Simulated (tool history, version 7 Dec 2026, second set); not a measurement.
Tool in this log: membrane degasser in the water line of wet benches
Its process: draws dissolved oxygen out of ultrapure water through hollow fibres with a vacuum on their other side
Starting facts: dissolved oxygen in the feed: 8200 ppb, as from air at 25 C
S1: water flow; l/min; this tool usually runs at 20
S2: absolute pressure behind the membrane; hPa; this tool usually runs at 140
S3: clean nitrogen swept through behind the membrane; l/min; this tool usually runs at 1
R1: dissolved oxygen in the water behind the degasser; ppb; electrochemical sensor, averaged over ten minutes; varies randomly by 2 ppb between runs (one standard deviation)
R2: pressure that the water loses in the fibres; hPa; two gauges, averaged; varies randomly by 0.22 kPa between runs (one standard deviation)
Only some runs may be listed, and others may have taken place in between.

run	hour	S1	S2	S3	R1	R2
1	0	20	140	1	488.4	541.2
2	59.9	20	117	1	394	539.8
3	118.1	20	140	1.77	303.8	539.1
4	171.6	20	140	1.77	303.9	542
5	248.9	20	140	1.77	305	540.8
6	347	20	140	1.77	304.9	545
7	425.6	20	98	1	312.9	540.8
8	514.9	20	98	1	314	541.1
9	599.3	28	140	1	678	760.1
10	688.6	20	140	1	493.7	542.5
11	776	20	140	1	491.7	540.1
12	830	20	140	1	491.6	544.3
13	935.2	20	140	1.57	344.4	540
14	1008.6	20	140	1.57	340.4	542.9
15	1057	20	140	1.57	339.6	538.9
16	1117.9	20	140	1.57	339.1	543.4
17	1223.2	20	224	1.54	577.5	544
18	1307.2	12	224	1.54	370.2	326.8
19	1373.7	26	85	2	216.4	706.7
20	1441.8	31	112	1.42	472.3	839.5
21	1490.3	29	218	1	1094.4	791.6
22	1555.6	29	218	1	1094	793.6
23	1631.9	29	218	0.42	1920.6	791.8
24	1734.4	29	218	0.42	1918.1	794.5
25	1822.5	29	218	0.42	1922	788.6
26	1926.6	13	140	1	318.8	357.8
27	2013.9	13	140	1	323.6	354.6
28	2088.9	13	140	1	322.1	355.3
29	2136.3	13	140	1	319.7	354.5
30	2227.1	13	140	1	319.7	352.9
31	2280.6	13	140	1	319.5	356.4
32	2368	22	270	1	1052.8	603

Withheld: 3 entries from between the runs. Position of each, and hidden state at the listed run before versus the listed run after:
In the gap between runs 16 and 17: vacuum gauge calibrated (hour 1126.4)
  true pressure behind the membrane over the reading, kPa: 0.13 -> 0.17; air that leaks in behind the membrane, l/min: 0.0295 -> 0.0299
  the result without the hidden state subtracted from the measured one, R1: +13.4 -> +21.5 ppb; R2: +3.2 -> +3.4 hPa
In the gap between runs 20 and 21: seals of the vacuum lines changed (hour 1479.1)
  true pressure behind the membrane over the reading, kPa: 0.17 -> 0.18; air that leaks in behind the membrane, l/min: 0.0306 -> 0.0038
  the result without the hidden state subtracted from the measured one, R1: +15.5 -> +11.3 ppb; R2: +6 -> +5.8 hPa
In the gap between runs 22 and 23: vacuum gauge calibrated, once more (hour 1598.7)
  true pressure behind the membrane over the reading, kPa: 0.18 -> 0.04; air that leaks in behind the membrane, l/min: 0.004 -> 0.0042
  the result without the hidden state subtracted from the measured one, R1: +11.6 -> +4.2 ppb; R2: +6 -> +6.2 hPa
